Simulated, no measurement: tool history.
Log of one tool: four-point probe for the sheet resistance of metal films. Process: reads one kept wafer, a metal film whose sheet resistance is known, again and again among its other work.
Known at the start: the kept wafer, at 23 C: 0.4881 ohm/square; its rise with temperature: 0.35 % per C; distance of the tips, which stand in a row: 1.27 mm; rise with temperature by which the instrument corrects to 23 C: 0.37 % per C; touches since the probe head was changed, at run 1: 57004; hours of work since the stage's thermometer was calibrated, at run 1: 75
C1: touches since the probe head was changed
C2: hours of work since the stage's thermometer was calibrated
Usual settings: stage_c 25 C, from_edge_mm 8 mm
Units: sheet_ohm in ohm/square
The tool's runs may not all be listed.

run 1 hour=0.0 | stage_c=25 from_edge_mm=8 | C1=57004 C2=75 | sheet_ohm=0.499242
run 2 hour=10.3 | stage_c=25 from_edge_mm=8 | C1=57712 C2=83 | sheet_ohm=0.499310
run 3 hour=25.4 | stage_c=25 from_edge_mm=8 | C1=58755 C2=95 | sheet_ohm=0.499372
run 4 hour=45.1 | stage_c=25 from_edge_mm=6 | C1=60110 C2=110 | sheet_ohm=0.504264
run 5 hour=66.3 | stage_c=25 from_edge_mm=6 | C1=61566 C2=127 | sheet_ohm=0.504407
run 6 hour=76.2 | stage_c=32 from_edge_mm=6 | C1=62245 C2=134 | sheet_ohm=0.503601
run 7 hour=94.9 | stage_c=32 from_edge_mm=6 | C1=63530 C2=149 | sheet_ohm=0.503484
run 8 hour=110.2 | stage_c=32 from_edge_mm=6 | C1=64587 C2=161 | sheet_ohm=0.503683
run 9 hour=131.2 | stage_c=32 from_edge_mm=6 | C1=66030 C2=177 | sheet_ohm=0.503651
run 10 hour=150.0 | stage_c=25 from_edge_mm=8 | C1=67323 C2=192 | sheet_ohm=0.499511

The next listed run, before its measurement:
run 11 hour=162.8 | stage_c=27 from_edge_mm=49 | C1=68204 C2=202 | sheet_ohm=?

Run 11 gave sheet_ohm 0.492968 ohm/square.
Without the tool's hidden state the same run would have given sheet_ohm 0.487888 ohm/square.

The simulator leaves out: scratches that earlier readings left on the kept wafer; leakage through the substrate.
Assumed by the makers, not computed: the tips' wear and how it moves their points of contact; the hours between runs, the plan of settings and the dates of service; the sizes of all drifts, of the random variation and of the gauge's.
